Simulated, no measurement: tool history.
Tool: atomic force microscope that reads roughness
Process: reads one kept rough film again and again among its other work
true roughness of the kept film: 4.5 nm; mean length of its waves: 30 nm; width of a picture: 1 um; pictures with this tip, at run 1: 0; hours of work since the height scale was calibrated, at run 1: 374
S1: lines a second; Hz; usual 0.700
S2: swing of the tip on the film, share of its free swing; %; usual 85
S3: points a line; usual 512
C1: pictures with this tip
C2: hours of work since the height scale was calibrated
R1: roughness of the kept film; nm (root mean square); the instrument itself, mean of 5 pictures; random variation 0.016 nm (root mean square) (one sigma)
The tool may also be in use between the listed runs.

{"run": 1, "day": 0.0, "S1": 0.7, "S2": 85, "S3": 512, "C1": 0, "C2": 374, "R1": 3.932}
{"run": 2, "day": 2.825, "S1": 0.7, "S2": 85, "S3": 512, "C1": 155, "C2": 421, "R1": 3.583}
{"day": 5.404, "done": "new tip fitted"}
{"run": 3, "day": 5.617, "S1": 0.7, "S2": 85, "S3": 512, "C1": 12, "C2": 467, "R1": 3.893}
{"run": 4, "day": 7.575, "S1": 0.7, "S2": 85, "S3": 512, "C1": 120, "C2": 500, "R1": 3.635}
{"run": 5, "day": 9.879, "S1": 0.7, "S2": 85, "S3": 512, "C1": 246, "C2": 538, "R1": 3.321}
{"day": 10.671, "done": "new tip fitted"}
{"run": 6, "day": 12.4, "S1": 0.893, "S2": 85, "S3": 512, "C1": 96, "C2": 580, "R1": 3.707}
{"run": 7, "day": 14.904, "S1": 0.893, "S2": 85, "S3": 512, "C1": 233, "C2": 622, "R1": 3.405}
{"day": 15.925, "done": "new tip fitted"}
{"run": 8, "day": 16.962, "S1": 0.893, "S2": 85, "S3": 512, "C1": 57, "C2": 656, "R1": 3.772}
{"run": 9, "day": 19.667, "S1": 0.7, "S2": 85, "S3": 309, "C1": 206, "C2": 701, "R1": 3.488}
{"day": 21.196, "done": "new tip fitted"}
{"run": 10, "day": 22.079, "S1": 0.7, "S2": 85, "S3": 309, "C1": 49, "C2": 741, "R1": 3.788}
{"run": 11, "day": 24.979, "S1": 0.7, "S2": 85, "S3": 309, "C1": 208, "C2": 789, "R1": 3.438}
{"day": 26.612, "done": "new tip fitted"}
{"run": 12, "day": 27.762, "S1": 0.7, "S2": 85, "S3": 309, "C1": 63, "C2": 835, "R1": 3.716}
{"run": 13, "day": 29.596, "S1": 0.7, "S2": 85, "S3": 409, "C1": 164, "C2": 865, "R1": 3.537}
{"day": 31.929, "done": "new tip fitted"}
{"run": 14, "day": 32.288, "S1": 0.7, "S2": 85, "S3": 380, "C1": 19, "C2": 910, "R1": 3.898}
{"run": 15, "day": 35.608, "S1": 0.7, "S2": 85, "S3": 512, "C1": 202, "C2": 965, "R1": 3.43}
{"day": 37.404, "done": "new tip fitted"}
{"run": 16, "day": 39.133, "S1": 0.7, "S2": 85, "S3": 512, "C1": 95, "C2": 1024, "R1": 3.707}
{"run": 17, "day": 40.912, "S1": 0.7, "S2": 73, "S3": 512, "C1": 193, "C2": 1053, "R1": 3.512}
{"day": 42.875, "done": "new tip fitted"}
{"run": 18, "day": 42.888, "S1": 0.7, "S2": 85, "S3": 512, "C1": 1, "C2": 1086, "R1": 3.95}
{"run": 19, "day": 46.312, "S1": 0.7, "S2": 85, "S3": 512, "C1": 189, "C2": 1143, "R1": 3.473}
{"day": 48.275, "done": "new tip fitted"}
{"run": 20, "day": 48.662, "S1": 1.261, "S2": 85, "S3": 512, "C1": 21, "C2": 1182, "R1": 3.804}
{"run": 21, "day": 50.8, "S1": 0.7, "S2": 74, "S3": 512, "C1": 139, "C2": 1217, "R1": 3.629}
{"day": 53.692, "done": "new tip fitted"}
{"run": 22, "day": 54.279, "S1": 0.552, "S2": 58, "S3": 474, "C1": 33, "C2": 1275, "R1": 3.911}
{"run": 23, "day": 56.171, "S1": 3.128, "S2": 82, "S3": 944, "C1": 136, "C2": 1306, "R1": 3.384}
{"day": 58.967, "done": "new tip fitted"}
{"run": 24, "day": 59.462, "S1": 3.128, "S2": 82, "S3": 944, "C1": 27, "C2": 1361, "R1": 3.626}
{"run": 25, "day": 61.054, "S1": 0.7, "S2": 85, "S3": 603, "C1": 115, "C2": 1387, "R1": 3.647}
{"run": 26, "day": 62.671, "S1": 2.337, "S2": 61, "S3": 603, "C1": 203, "C2": 1414, "R1": 3.472}
{"day": 64.396, "done": "new tip fitted"}
{"run": 27, "day": 65.038, "S1": 2.337, "S2": 65, "S3": 448, "C1": 35, "C2": 1453, "R1": 3.835}
{"run": 28, "day": 67.796, "S1": 2.337, "S2": 65, "S3": 448, "C1": 187, "C2": 1499, "R1": 3.457}
{"day": 69.7, "done": "new tip fitted"}
{"run": 29, "day": 70.746, "S1": 2.337, "S2": 65, "S3": 448, "C1": 58, "C2": 1548, "R1": 3.773}
{"run": 30, "day": 73.296, "S1": 0.888, "S2": 61, "S3": 395, "C1": 198, "C2": 1591, "R1": 3.497}
{"day": 75.088, "done": "new tip fitted"}
{"run": 31, "day": 76.583, "S1": 0.888, "S2": 61, "S3": 395, "C1": 82, "C2": 1645, "R1": 3.69}
{"run": 32, "day": 79.679, "S1": 0.888, "S2": 61, "S3": 395, "C1": 252, "C2": 1696, "R1": 3.366}
{"day": 80.442, "done": "new tip fitted"}
{"run": 33, "day": 81.788, "S1": 1.612, "S2": 85, "S3": 292, "C1": 74, "C2": 1731, "R1": 3.628}
{"run": 34, "day": 85.038, "S1": 0.603, "S2": 68, "S3": 710, "C1": 252, "C2": 1785, "R1": 3.387}
{"day": 85.954, "done": "new tip fitted"}
{"run": 35, "day": 86.688, "S1": 0.817, "S2": 85, "S3": 487, "C1": 41, "C2": 1813, "R1": 3.795}
{"run": 36, "day": 88.55, "S1": 0.817, "S2": 85, "S3": 487, "C1": 143, "C2": 1844, "R1": 3.54}
{"day": 91.417, "done": "new tip fitted"}
{"run": 37, "day": 92.029, "S1": 0.817, "S2": 85, "S3": 487, "C1": 34, "C2": 1901, "R1": 3.8}
{"run": 38, "day": 94.238, "S1": 0.817, "S2": 71, "S3": 291, "C1": 155, "C2": 1938, "R1": 3.506}
{"day": 96.683, "done": "new tip fitted"}
{"run": 39, "day": 96.683, "S1": 0.817, "S2": 66, "S3": 335, "C1": 0, "C2": 1978, "R1": 3.96}
{"run": 40, "day": 100.192, "S1": 0.881, "S2": 70, "S3": 498, "C1": 193, "C2": 2037, "R1": 3.449}

Hidden state at the last listed run before each entry between runs and at the first one after, where it differs:
Between runs 2 and 3: new tip fitted (day 5.404)
  radius of the tip, nm: 11 -> 5.8; height scale over the true one, %: -0.21 -> -0.25
  measured less the result without the state, R1: -0.393 -> -0.067 nm (root mean square)
Between runs 5 and 6: new tip fitted (day 10.671)
  radius of the tip, nm: 15.1 -> 8.9; height scale over the true one, %: -0.3 -> -0.33
  measured less the result without the state, R1: -0.613 -> -0.272 nm (root mean square)
Between runs 7 and 8: new tip fitted (day 15.925)
  radius of the tip, nm: 14 -> 7.3; height scale over the true one, %: -0.36 -> -0.38
  measured less the result without the state, R1: -0.562 -> -0.168 nm (root mean square)
Between runs 9 and 10: new tip fitted (day 21.196)
  radius of the tip, nm: 12.2 -> 6.9; height scale over the true one, %: -0.41 -> -0.45
  measured less the result without the state, R1: -0.469 -> -0.147 nm (root mean square)
Between runs 11 and 12: new tip fitted (day 26.612)
  radius of the tip, nm: 13.7 -> 8.1; height scale over the true one, %: -0.48 -> -0.51
  measured less the result without the state, R1: -0.558 -> -0.229 nm (root mean square)
Between runs 13 and 14: new tip fitted (day 31.929)
  radius of the tip, nm: 11.9 -> 5.9; height scale over the true one, %: -0.53 -> -0.56
  measured less the result without the state, R1: -0.458 -> -0.089 nm (root mean square)
Between runs 15 and 16: new tip fitted (day 37.404)
  radius of the tip, nm: 13.2 -> 8.6; height scale over the true one, %: -0.6 -> -0.64
  measured less the result without the state, R1: -0.531 -> -0.266 nm (root mean square)
Between runs 17 and 18: new tip fitted (day 42.875)
  radius of the tip, nm: 12.5 -> 5.2; height scale over the true one, %: -0.66 -> -0.68
  measured less the result without the state, R1: -0.501 -> -0.040 nm (root mean square)
Between runs 19 and 20: new tip fitted (day 48.275)
  radius of the tip, nm: 12.6 -> 6.1; height scale over the true one, %: -0.72 -> -0.75
  measured less the result without the state, R1: -0.499 -> -0.107 nm (root mean square)
Between runs 21 and 22: new tip fitted (day 53.692)
  radius of the tip, nm: 10.5 -> 6.4; height scale over the true one, %: -0.77 -> -0.81
  measured less the result without the state, R1: -0.387 -> -0.133 nm (root mean square)
Between runs 23 and 24: new tip fitted (day 58.967)
  radius of the tip, nm: 10.2 -> 6.6; height scale over the true one, %: -0.84 -> -0.87
  measured less the result without the state, R1: -0.348 -> -0.135 nm (root mean square)
Between runs 26 and 27: new tip fitted (day 64.396)
  radius of the tip, nm: 12.9 -> 6.8; height scale over the true one, %: -0.91 -> -0.94
  measured less the result without the state, R1: -0.527 -> -0.165 nm (root mean square)
Between runs 28 and 29: new tip fitted (day 69.700)
  radius of the tip, nm: 12.4 -> 7.4; height scale over the true one, %: -0.97 -> -1.01
  measured less the result without the state, R1: -0.500 -> -0.204 nm (root mean square)
Between runs 30 and 31: new tip fitted (day 75.088)
  radius of the tip, nm: 12.6 -> 8.9; height scale over the true one, %: -1.04 -> -1.08
  measured less the result without the state, R1: -0.516 -> -0.305 nm (root mean square)
Between runs 32 and 33: new tip fitted (day 80.442)
  radius of the tip, nm: 14.9 -> 7.7; height scale over the true one, %: -1.11 -> -1.14
  measured less the result without the state, R1: -0.644 -> -0.219 nm (root mean square)
Between runs 34 and 35: new tip fitted (day 85.954)
  radius of the tip, nm: 14.7 -> 6.8; height scale over the true one, %: -1.17 -> -1.19
  measured less the result without the state, R1: -0.638 -> -0.168 nm (root mean square)
Between runs 36 and 37: new tip fitted (day 91.417)
  radius of the tip, nm: 10.8 -> 6.7; height scale over the true one, %: -1.22 -> -1.26
  measured less the result without the state, R1: -0.419 -> -0.166 nm (root mean square)
Between runs 38 and 39: new tip fitted (day 96.683)
  radius of the tip, nm: 11.6 -> 5.3; height scale over the true one, %: -1.28 -> -1.31
  measured less the result without the state, R1: -0.465 -> -0.074 nm (root mean square)

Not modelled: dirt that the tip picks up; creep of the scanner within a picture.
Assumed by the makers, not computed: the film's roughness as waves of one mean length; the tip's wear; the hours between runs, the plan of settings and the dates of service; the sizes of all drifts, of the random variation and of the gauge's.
